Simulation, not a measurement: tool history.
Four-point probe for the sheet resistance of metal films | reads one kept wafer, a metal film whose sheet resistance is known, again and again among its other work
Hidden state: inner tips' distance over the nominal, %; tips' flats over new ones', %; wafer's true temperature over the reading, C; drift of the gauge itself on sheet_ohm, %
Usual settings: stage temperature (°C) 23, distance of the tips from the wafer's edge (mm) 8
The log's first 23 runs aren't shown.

run,hour,stage temperature (°C),distance of the tips from the wafer's edge (mm),touches since the probe head was changed,hours of work since the stage's thermometer was calibrated,sheet resistance as the instrument gives it (ohm/square)
24,1463.4,32,12,44833,50,0.111287
25,1505.5,24,18,45468,71,0.111778
26,1589.6,31,32,46736,113,0.111169
27,1656.1,31,32,47740,147,0.111184
# hour 1672.5: stage's thermometer calibrated, once more
28,1740.8,30,32,49010,34,0.111346
29,1792.2,30,32,49787,60,0.111337
30,1836.0,25,17,50447,82,0.111777
31,1929.4,24,8,51856,128,0.112124
32,1997.2,19,67,52881,162,0.112209
33,2080.2,31,10,54132,204,0.111461
34,2130.9,24,26,54898,229,0.111780
35,2173.8,30,19,55544,251,0.111330
36,2262.9,35,13,56890,295,0.111062
37,2354.4,18,6,58270,341,0.112912
38,2417.1,24,5,59216,372,0.112655
39,2457.7,24,5,59828,393,0.112668
40,2537.7,21,33,61036,433,0.111972
41,2609.8,24,3,62125,469,0.114300
42,2650.4,34,27,62736,489,0.110980
43,2717.7,23,7,63753,523,0.112261
44,2787.1,22,5,64800,557,0.112842
45,2854.7,22,5,65819,591,0.112838

4 ways to go on from here, each from the tool as it stands after run 45. What would each give?
A,2899.9,24,3,66502,614,?
B,2899.9,23,16,66502,614,?
C,2899.9,22,24,66502,614,?
D,2899.9,25,13,66502,614,?

run,sheet resistance as the instrument gives it (ohm/square)
A,0.114296
B,0.111844
C,0.111843
D,0.111765
Without the tool's hidden state the same runs would have given:
run,sheet resistance as the instrument gives it (ohm/square)
A,0.114640
B,0.112181
C,0.112181
D,0.112102
